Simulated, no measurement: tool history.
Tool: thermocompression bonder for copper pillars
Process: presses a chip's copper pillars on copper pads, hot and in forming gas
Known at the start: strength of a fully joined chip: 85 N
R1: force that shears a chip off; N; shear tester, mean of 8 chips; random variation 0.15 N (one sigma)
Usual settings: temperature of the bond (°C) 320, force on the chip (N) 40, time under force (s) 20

run 1 hour=0 | temperature_of_the_bond_(°C)=320 force_on_the_chip_(N)=40 time_under_force_(s)=20 | R1=47.6
run 2 hour=11.4 | temperature_of_the_bond_(°C)=320 force_on_the_chip_(N)=40 time_under_force_(s)=20 | R1=47.5
run 3 hour=27.9 | temperature_of_the_bond_(°C)=320 force_on_the_chip_(N)=40 time_under_force_(s)=20 | R1=47.4
run 4 hour=51 | temperature_of_the_bond_(°C)=320 force_on_the_chip_(N)=40 time_under_force_(s)=20 | R1=47.5
run 5 hour=66.7 | temperature_of_the_bond_(°C)=332 force_on_the_chip_(N)=40 time_under_force_(s)=20 | R1=53.3
run 6 hour=82.7 | temperature_of_the_bond_(°C)=320 force_on_the_chip_(N)=40 time_under_force_(s)=20 | R1=47.5
run 7 hour=105.4 | temperature_of_the_bond_(°C)=320 force_on_the_chip_(N)=40 time_under_force_(s)=20 | R1=47.5
run 8 hour=117.6 | temperature_of_the_bond_(°C)=320 force_on_the_chip_(N)=40 time_under_force_(s)=20 | R1=47.5
run 9 hour=128.6 | temperature_of_the_bond_(°C)=320 force_on_the_chip_(N)=40 time_under_force_(s)=20 | R1=47.4
run 10 hour=154.7 | temperature_of_the_bond_(°C)=320 force_on_the_chip_(N)=40 time_under_force_(s)=20 | R1=47.7
run 11 hour=167.5 | temperature_of_the_bond_(°C)=320 force_on_the_chip_(N)=40 time_under_force_(s)=20 | R1=47.5
run 12 hour=192.5 | temperature_of_the_bond_(°C)=343 force_on_the_chip_(N)=40 time_under_force_(s)=20 | R1=58.4
run 13 hour=204.9 | temperature_of_the_bond_(°C)=320 force_on_the_chip_(N)=40 time_under_force_(s)=20 | R1=47.4
run 14 hour=221.7 | temperature_of_the_bond_(°C)=320 force_on_the_chip_(N)=40 time_under_force_(s)=17 | R1=45
run 15 hour=240.6 | temperature_of_the_bond_(°C)=320 force_on_the_chip_(N)=40 time_under_force_(s)=17 | R1=45.2
run 16 hour=256.2 | temperature_of_the_bond_(°C)=320 force_on_the_chip_(N)=40 time_under_force_(s)=17 | R1=45.3
run 17 hour=274.1 | temperature_of_the_bond_(°C)=320 force_on_the_chip_(N)=58 time_under_force_(s)=20 | R1=60.9
run 18 hour=284.8 | temperature_of_the_bond_(°C)=320 force_on_the_chip_(N)=58 time_under_force_(s)=20 | R1=60.9
run 19 hour=301.4 | temperature_of_the_bond_(°C)=320 force_on_the_chip_(N)=58 time_under_force_(s)=20 | R1=61
run 20 hour=327.4 | temperature_of_the_bond_(°C)=320 force_on_the_chip_(N)=58 time_under_force_(s)=20 | R1=61
run 21 hour=346.2 | temperature_of_the_bond_(°C)=308 force_on_the_chip_(N)=58 time_under_force_(s)=15 | R1=50.9
run 22 hour=367.5 | temperature_of_the_bond_(°C)=308 force_on_the_chip_(N)=58 time_under_force_(s)=15 | R1=51
run 23 hour=388.8 | temperature_of_the_bond_(°C)=314 force_on_the_chip_(N)=58 time_under_force_(s)=16 | R1=54.6
run 24 hour=412.6 | temperature_of_the_bond_(°C)=314 force_on_the_chip_(N)=58 time_under_force_(s)=16 | R1=48.9
run 25 hour=428 | temperature_of_the_bond_(°C)=306 force_on_the_chip_(N)=40 time_under_force_(s)=20 | R1=37.3
run 26 hour=444.1 | temperature_of_the_bond_(°C)=320 force_on_the_chip_(N)=47 time_under_force_(s)=20 | R1=48.9
run 27 hour=467.8 | temperature_of_the_bond_(°C)=319 force_on_the_chip_(N)=31 time_under_force_(s)=21 | R1=36.9
run 28 hour=489 | temperature_of_the_bond_(°C)=319 force_on_the_chip_(N)=47 time_under_force_(s)=21 | R1=49
run 29 hour=502.3 | temperature_of_the_bond_(°C)=320 force_on_the_chip_(N)=40 time_under_force_(s)=22 | R1=45.4
run 30 hour=519.2 | temperature_of_the_bond_(°C)=340 force_on_the_chip_(N)=24 time_under_force_(s)=49 | R1=51.5
run 31 hour=533.6 | temperature_of_the_bond_(°C)=310 force_on_the_chip_(N)=55 time_under_force_(s)=14 | R1=43.4
run 32 hour=557.3 | temperature_of_the_bond_(°C)=310 force_on_the_chip_(N)=55 time_under_force_(s)=14 | R1=43.5
run 33 hour=581.6 | temperature_of_the_bond_(°C)=328 force_on_the_chip_(N)=58 time_under_force_(s)=20 | R1=58.9
run 34 hour=594.7 | temperature_of_the_bond_(°C)=323 force_on_the_chip_(N)=52 time_under_force_(s)=43 | R1=64.5
run 35 hour=620.4 | temperature_of_the_bond_(°C)=323 force_on_the_chip_(N)=52 time_under_force_(s)=43 | R1=64.6
run 36 hour=635.7 | temperature_of_the_bond_(°C)=303 force_on_the_chip_(N)=40 time_under_force_(s)=38 | R1=45.2
run 37 hour=654.8 | temperature_of_the_bond_(°C)=303 force_on_the_chip_(N)=40 time_under_force_(s)=38 | R1=45.4
run 38 hour=669.3 | temperature_of_the_bond_(°C)=303 force_on_the_chip_(N)=40 time_under_force_(s)=38 | R1=45.4
run 39 hour=687.9 | temperature_of_the_bond_(°C)=292 force_on_the_chip_(N)=24 time_under_force_(s)=20 | R1=21.1
run 40 hour=709.3 | temperature_of_the_bond_(°C)=294 force_on_the_chip_(N)=43 time_under_force_(s)=12 | R1=28.6

Not shown: 3 entries that the log had between the listed runs. Between which runs, and how does the tool's hidden state differ before and after?
Between runs 16 and 17: heater calibrated with a thermocouple chip (hour 259.5)
  true temperature of the bond over the reading, C: 6.1 -> 10.3; oxide that the forming gas leaves, % of the face: 2.34 -> 2.39
  measured less the result without the state, R1: +1.5 -> +3.2 N
Between runs 23 and 24: heater calibrated with a thermocouple chip, once more (hour 397.6)
  true temperature of the bond over the reading, C: 11.1 -> -0.8; force that reaches the chip, % of what is set: 97.6 -> 97.5; oxide that the forming gas leaves, % of the face: 2.72 -> 2.79
  measured less the result without the state, R1: +3.5 -> -2.3 N
Between runs 38 and 39: forming gas filter changed (hour 687.9)
  true temperature of the bond over the reading, C: 0.8 -> 0.9; force that reaches the chip, % of what is set: 96.7 -> 96.6; oxide that the forming gas leaves, % of the face: 3.52 -> 0.59
  measured less the result without the state, R1: -2 -> -0.4 N
